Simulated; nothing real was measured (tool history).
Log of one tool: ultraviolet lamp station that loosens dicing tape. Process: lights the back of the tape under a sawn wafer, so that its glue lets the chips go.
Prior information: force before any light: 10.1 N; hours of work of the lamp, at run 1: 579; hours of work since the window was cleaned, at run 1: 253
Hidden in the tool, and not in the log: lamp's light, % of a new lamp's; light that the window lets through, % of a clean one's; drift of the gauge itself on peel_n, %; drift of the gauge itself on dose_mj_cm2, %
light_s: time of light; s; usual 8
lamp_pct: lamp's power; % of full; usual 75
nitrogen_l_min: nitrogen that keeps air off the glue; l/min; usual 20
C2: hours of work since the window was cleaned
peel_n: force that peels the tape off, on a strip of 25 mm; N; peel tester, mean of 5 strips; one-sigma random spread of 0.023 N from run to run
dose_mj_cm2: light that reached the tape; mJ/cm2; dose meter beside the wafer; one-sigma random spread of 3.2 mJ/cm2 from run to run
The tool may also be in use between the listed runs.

Run 1, hour 0.0: usual settings; hours of work of the lamp 579; C2 253. Result: peel_n 1.777 N, dose_mj_cm2 382 mJ/cm2.
Run 2, hour 59.8: usual settings; hours of work of the lamp 617; C2 291. Result: peel_n 1.842 N, dose_mj_cm2 376 mJ/cm2.
Run 3, hour 120.8: usual settings but nitrogen_l_min 16 l/min; hours of work of the lamp 655; C2 330. Result: peel_n 2.151 N, dose_mj_cm2 367 mJ/cm2.
Run 4, hour 160.6: usual settings; hours of work of the lamp 681; C2 355. Result: peel_n 2.028 N, dose_mj_cm2 359 mJ/cm2.
Run 5, hour 190.3: usual settings but lamp_pct 68 % of full; hours of work of the lamp 699; C2 374. Result: peel_n 2.438 N, dose_mj_cm2 319 mJ/cm2.
Run 6, hour 263.3: usual settings but lamp_pct 78 % of full; hours of work of the lamp 746; C2 420. Result: peel_n 2.017 N, dose_mj_cm2 356 mJ/cm2.
Run 7, hour 302.9: usual settings; hours of work of the lamp 771; C2 446. Result: peel_n 2.158 N, dose_mj_cm2 336 mJ/cm2.
Run 8, hour 373.5: usual settings but light_s 5 s; hours of work of the lamp 816; C2 490. Result: peel_n 3.916 N, dose_mj_cm2 203 mJ/cm2.
Run 9, hour 424.4: usual settings but light_s 5 s; hours of work of the lamp 848; C2 523. Result: peel_n 4.032 N, dose_mj_cm2 199 mJ/cm2.
Run 10, hour 484.7: usual settings; hours of work of the lamp 886; C2 561. Result: peel_n 2.452 N, dose_mj_cm2 310 mJ/cm2.
Run 11, hour 524.9: usual settings but nitrogen_l_min 33 l/min; hours of work of the lamp 912; C2 586. Result: peel_n 2.236 N, dose_mj_cm2 313 mJ/cm2.
Run 12, hour 592.2: usual settings; hours of work of the lamp 954; C2 629. Result: peel_n 2.596 N, dose_mj_cm2 298 mJ/cm2.
Run 13, hour 637.3: usual settings; hours of work of the lamp 983; C2 658. Result: peel_n 2.765 N, dose_mj_cm2 291 mJ/cm2.
Run 14, hour 674.8: usual settings; hours of work of the lamp 1007; C2 681. Result: peel_n 2.809 N, dose_mj_cm2 285 mJ/cm2.
At hour 694.2: window cleaned of glue's vapour.
Run 15, hour 714.1: usual settings but light_s 12 s; hours of work of the lamp 1031; C2 13. Result: peel_n 1.050 N, dose_mj_cm2 496 mJ/cm2.
Run 16, hour 768.5: usual settings but light_s 12 s; hours of work of the lamp 1066; C2 47. Result: peel_n 1.157 N, dose_mj_cm2 493 mJ/cm2.
Run 17, hour 834.4: usual settings but light_s 12 s; hours of work of the lamp 1108; C2 89. Result: peel_n 1.214 N, dose_mj_cm2 471 mJ/cm2.
Run 18, hour 880.3: usual settings but light_s 12 s; hours of work of the lamp 1137; C2 118. Result: peel_n 1.261 N, dose_mj_cm2 468 mJ/cm2.
At hour 903.4: lamp changed.
Run 19, hour 926.2: usual settings; hours of work of the lamp 14; C2 146. Result: peel_n 1.273 N, dose_mj_cm2 475 mJ/cm2.
Run 20, hour 993.4: usual settings but lamp_pct 87 % of full; hours of work of the lamp 57; C2 189. Result: peel_n 0.931 N, dose_mj_cm2 533 mJ/cm2.
Run 21, hour 1058.2: usual settings but nitrogen_l_min 13 l/min; hours of work of the lamp 98; C2 230. Result: peel_n 1.576 N, dose_mj_cm2 452 mJ/cm2.
Run 22, hour 1102.6: usual settings but nitrogen_l_min 13 l/min; hours of work of the lamp 126; C2 258. Result: peel_n 1.626 N, dose_mj_cm2 447 mJ/cm2.
Run 23, hour 1147.1: usual settings but light_s 7 s, lamp_pct 66 % of full, nitrogen_l_min 9 l/min; hours of work of the lamp 155; C2 287. Result: peel_n 2.863 N, dose_mj_cm2 338 mJ/cm2.
Run 24, hour 1210.4: usual settings but light_s 9 s, lamp_pct 79 % of full, nitrogen_l_min 28 l/min; hours of work of the lamp 195; C2 327. Result: peel_n 0.916 N, dose_mj_cm2 502 mJ/cm2.
Run 25, hour 1263.0: usual settings but light_s 7 s, lamp_pct 88 % of full, nitrogen_l_min 26 l/min; hours of work of the lamp 228; C2 360. Result: peel_n 1.327 N, dose_mj_cm2 437 mJ/cm2.
Run 26, hour 1306.1: usual settings but light_s 7 s, lamp_pct 88 % of full, nitrogen_l_min 26 l/min; hours of work of the lamp 255; C2 387. Result: peel_n 1.316 N, dose_mj_cm2 427 mJ/cm2.
Run 27, hour 1336.7: usual settings but light_s 7 s, lamp_pct 88 % of full, nitrogen_l_min 26 l/min; hours of work of the lamp 275; C2 407. Result: peel_n 1.422 N, dose_mj_cm2 419 mJ/cm2.

Run 28, settings as shown, results not yet in. Your forecast:
Run 28, hour 1398.8: usual settings but light_s 7 s, nitrogen_l_min 6 l/min; hours of work of the lamp 314; C2 446. Result: peel_n ?, dose_mj_cm2 ?.

Run 28 gave peel_n 3.102 N, dose_mj_cm2 350 mJ/cm2.
With no hidden state in the tool, this same run would have given peel_n 2.336 N, dose_mj_cm2 436 mJ/cm2.
